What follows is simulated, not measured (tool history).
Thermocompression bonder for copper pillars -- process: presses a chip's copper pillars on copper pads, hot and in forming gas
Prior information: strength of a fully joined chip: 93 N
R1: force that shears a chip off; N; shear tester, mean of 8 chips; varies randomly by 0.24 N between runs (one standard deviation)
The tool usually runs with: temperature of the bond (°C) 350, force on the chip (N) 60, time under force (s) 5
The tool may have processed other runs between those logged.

run 1 hour=0 | temperature_of_the_bond_(°C)=350 force_on_the_chip_(N)=60 time_under_force_(s)=5 | R1=31
run 2 hour=35.5 | temperature_of_the_bond_(°C)=350 force_on_the_chip_(N)=60 time_under_force_(s)=5 | R1=30.4
run 3 hour=68 | temperature_of_the_bond_(°C)=350 force_on_the_chip_(N)=60 time_under_force_(s)=5 | R1=30.2
-- hour=77.5 forming gas filter changed
run 4 hour=90.8 | temperature_of_the_bond_(°C)=350 force_on_the_chip_(N)=60 time_under_force_(s)=5 | R1=31.8
run 5 hour=117.2 | temperature_of_the_bond_(°C)=350 force_on_the_chip_(N)=60 time_under_force_(s)=5 | R1=31.5
run 6 hour=153.8 | temperature_of_the_bond_(°C)=350 force_on_the_chip_(N)=60 time_under_force_(s)=5 | R1=31
run 7 hour=183.5 | temperature_of_the_bond_(°C)=350 force_on_the_chip_(N)=60 time_under_force_(s)=5 | R1=30.9
run 8 hour=218.1 | temperature_of_the_bond_(°C)=350 force_on_the_chip_(N)=60 time_under_force_(s)=5 | R1=30.5
run 9 hour=236.9 | temperature_of_the_bond_(°C)=350 force_on_the_chip_(N)=60 time_under_force_(s)=5 | R1=30.3
run 10 hour=276.4 | temperature_of_the_bond_(°C)=354 force_on_the_chip_(N)=60 time_under_force_(s)=5 | R1=30.8
run 11 hour=313.8 | temperature_of_the_bond_(°C)=350 force_on_the_chip_(N)=60 time_under_force_(s)=5 | R1=30.1
run 12 hour=334.4 | temperature_of_the_bond_(°C)=350 force_on_the_chip_(N)=60 time_under_force_(s)=5 | R1=29.9
run 13 hour=358.2 | temperature_of_the_bond_(°C)=334 force_on_the_chip_(N)=60 time_under_force_(s)=5 | R1=25.3
-- hour=392.4 forming gas filter changed
run 14 hour=396 | temperature_of_the_bond_(°C)=334 force_on_the_chip_(N)=60 time_under_force_(s)=5 | R1=26.6
run 15 hour=424.8 | temperature_of_the_bond_(°C)=334 force_on_the_chip_(N)=60 time_under_force_(s)=5 | R1=26.4
run 16 hour=454.2 | temperature_of_the_bond_(°C)=334 force_on_the_chip_(N)=60 time_under_force_(s)=5 | R1=26.4
-- hour=479.5 heater calibrated with a thermocouple chip
run 17 hour=487.1 | temperature_of_the_bond_(°C)=334 force_on_the_chip_(N)=60 time_under_force_(s)=5 | R1=27.9
run 18 hour=505.9 | temperature_of_the_bond_(°C)=334 force_on_the_chip_(N)=60 time_under_force_(s)=5 | R1=28
run 19 hour=525.6 | temperature_of_the_bond_(°C)=334 force_on_the_chip_(N)=40 time_under_force_(s)=5 | R1=19.3
run 20 hour=548.4 | temperature_of_the_bond_(°C)=350 force_on_the_chip_(N)=60 time_under_force_(s)=5 | R1=31.6
run 21 hour=582 | temperature_of_the_bond_(°C)=359 force_on_the_chip_(N)=60 time_under_force_(s)=4 | R1=30.5
-- hour=586.8 force cell calibrated
run 22 hour=605.5 | temperature_of_the_bond_(°C)=351 force_on_the_chip_(N)=45 time_under_force_(s)=8 | R1=28.7
run 23 hour=626.4 | temperature_of_the_bond_(°C)=344 force_on_the_chip_(N)=48 time_under_force_(s)=13 | R1=35.1
run 24 hour=654.6 | temperature_of_the_bond_(°C)=344 force_on_the_chip_(N)=48 time_under_force_(s)=13 | R1=34.7
run 25 hour=692.2 | temperature_of_the_bond_(°C)=350 force_on_the_chip_(N)=43 time_under_force_(s)=5 | R1=22.1

Run 26 has not been measured yet. What should we expect?
-- hour=711.5 forming gas filter changed
run 26 hour=718.3 | temperature_of_the_bond_(°C)=350 force_on_the_chip_(N)=60 time_under_force_(s)=10 | R1=?

{"run 26": {"R1": 40.9}}
Were there no unlogged condition in the tool, this run, its random variation unchanged, would have produced R1 44.5 N.
